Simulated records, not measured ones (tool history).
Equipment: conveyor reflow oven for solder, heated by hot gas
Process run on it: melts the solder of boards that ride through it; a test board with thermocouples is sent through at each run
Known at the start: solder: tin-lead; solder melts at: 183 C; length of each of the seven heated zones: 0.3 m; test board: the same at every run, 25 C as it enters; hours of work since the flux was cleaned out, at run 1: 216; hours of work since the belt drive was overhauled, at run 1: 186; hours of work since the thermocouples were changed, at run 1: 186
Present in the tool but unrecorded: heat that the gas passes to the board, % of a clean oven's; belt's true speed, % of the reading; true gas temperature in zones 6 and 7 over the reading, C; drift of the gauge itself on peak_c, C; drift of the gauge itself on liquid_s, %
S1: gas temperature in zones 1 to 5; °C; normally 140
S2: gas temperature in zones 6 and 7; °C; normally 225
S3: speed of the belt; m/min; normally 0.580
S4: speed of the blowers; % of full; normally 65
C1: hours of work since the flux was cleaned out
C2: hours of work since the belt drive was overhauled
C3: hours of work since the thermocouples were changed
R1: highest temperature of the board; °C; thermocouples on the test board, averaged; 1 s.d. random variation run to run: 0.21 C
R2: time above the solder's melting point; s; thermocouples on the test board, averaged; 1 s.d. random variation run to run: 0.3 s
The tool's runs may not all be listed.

run,hour,S1,S2,S3,S4,C1,C2,C3,R1,R2
1,0.0,140,225,0.580,65,216,186,186,205.5,37.1
2,39.7,140,225,0.580,65,237,207,207,205.1,36.8
3,61.1,140,225,0.580,65,249,219,219,205.2,36.7
4,104.3,140,225,0.580,65,272,242,242,205.0,36.1
# hour 116.8: flux residue cleaned out of gas plates and filters
5,138.9,140,225,0.580,65,12,258,258,204.1,35.4
6,182.2,140,225,0.580,65,35,281,281,204.3,35.7
7,210.6,140,225,0.580,65,50,297,297,204.0,36.0
# hour 248.5: flux residue cleaned out of gas plates and filters, once more
8,256.3,140,225,0.580,65,4,318,318,208.4,40.9
9,275.0,140,225,0.580,65,14,328,328,208.0,40.1
10,318.1,140,225,0.580,67,37,352,352,208.3,39.9
11,358.4,140,225,0.580,77,59,373,373,209.7,41.7
12,391.9,140,225,0.580,77,77,391,391,209.8,42.6
13,411.3,140,225,0.580,65,88,402,402,207.3,39.8
14,438.8,140,225,0.580,65,102,417,417,207.1,39.0
15,482.9,140,225,0.568,65,126,440,440,207.6,40.0
16,523.7,140,225,0.568,65,148,462,462,206.9,40.3
17,548.3,140,225,0.568,65,161,475,475,207.2,40.2
18,591.1,140,225,0.568,65,184,499,499,207.0,40.7
19,617.2,140,225,0.499,65,198,513,513,211.2,50.0
20,645.3,130,233,0.503,66,213,528,528,215.3,50.5
21,689.2,143,225,0.592,65,237,551,551,206.1,37.6
22,722.4,153,225,0.580,65,255,569,569,208.4,45.2
23,748.9,136,220,0.580,65,269,583,583,200.8,31.2
# hour 767.2: flux residue cleaned out of gas plates and filters
24,779.8,140,226,0.692,66,7,597,597,203.8,29.2
25,810.3,140,226,0.692,66,23,614,614,203.9,29.1
26,833.8,143,233,0.502,61,36,626,626,219.1,57.3
27,855.0,143,233,0.502,61,47,638,638,219.0,57.9
28,875.9,145,230,0.580,61,58,649,649,212.3,45.3
29,917.7,148,230,0.580,61,81,672,672,212.6,46.8
30,947.1,142,230,0.681,89,97,687,687,211.7,37.1
31,966.6,137,222,0.503,55,107,698,698,207.0,45.1

What differs in the tool's unlogged condition from the final listed run ahead of each entry between runs to the first listed run following it?
Between runs 4 and 5: flux residue cleaned out of gas plates and filters (hour 116.8)
  heat that the gas passes to the board, % of a clean oven's: 88.5 -> 86.7; belt's true speed, % of the reading: 99.36 -> 99.32; true gas temperature in zones 6 and 7 over the reading, C: 0.43 -> 0.45
  measured minus no-state result, R1: -2.6 -> -3.2 °C; R2: -2.9 -> -3.6 s
Between runs 7 and 8: flux residue cleaned out of gas plates and filters, once more (hour 248.5)
  heat that the gas passes to the board, % of a clean oven's: 85.3 -> 99.5; belt's true speed, % of the reading: 99.23 -> 99.17; true gas temperature in zones 6 and 7 over the reading, C: 0.5 -> 0.53
  measured minus no-state result, R1: -3.6 -> +0.6 °C; R2: -4.1 -> +0.8 s
Between runs 23 and 24: flux residue cleaned out of gas plates and filters (hour 767.2)
  heat that the gas passes to the board, % of a clean oven's: 88.4 -> 99.4; belt's true speed, % of the reading: 98.49 -> 98.45; true gas temperature in zones 6 and 7 over the reading, C: 0.87 -> 0.89
  measured minus no-state result, R1: -2.0 -> +1.1 °C; R2: -2.5 -> +1.4 s

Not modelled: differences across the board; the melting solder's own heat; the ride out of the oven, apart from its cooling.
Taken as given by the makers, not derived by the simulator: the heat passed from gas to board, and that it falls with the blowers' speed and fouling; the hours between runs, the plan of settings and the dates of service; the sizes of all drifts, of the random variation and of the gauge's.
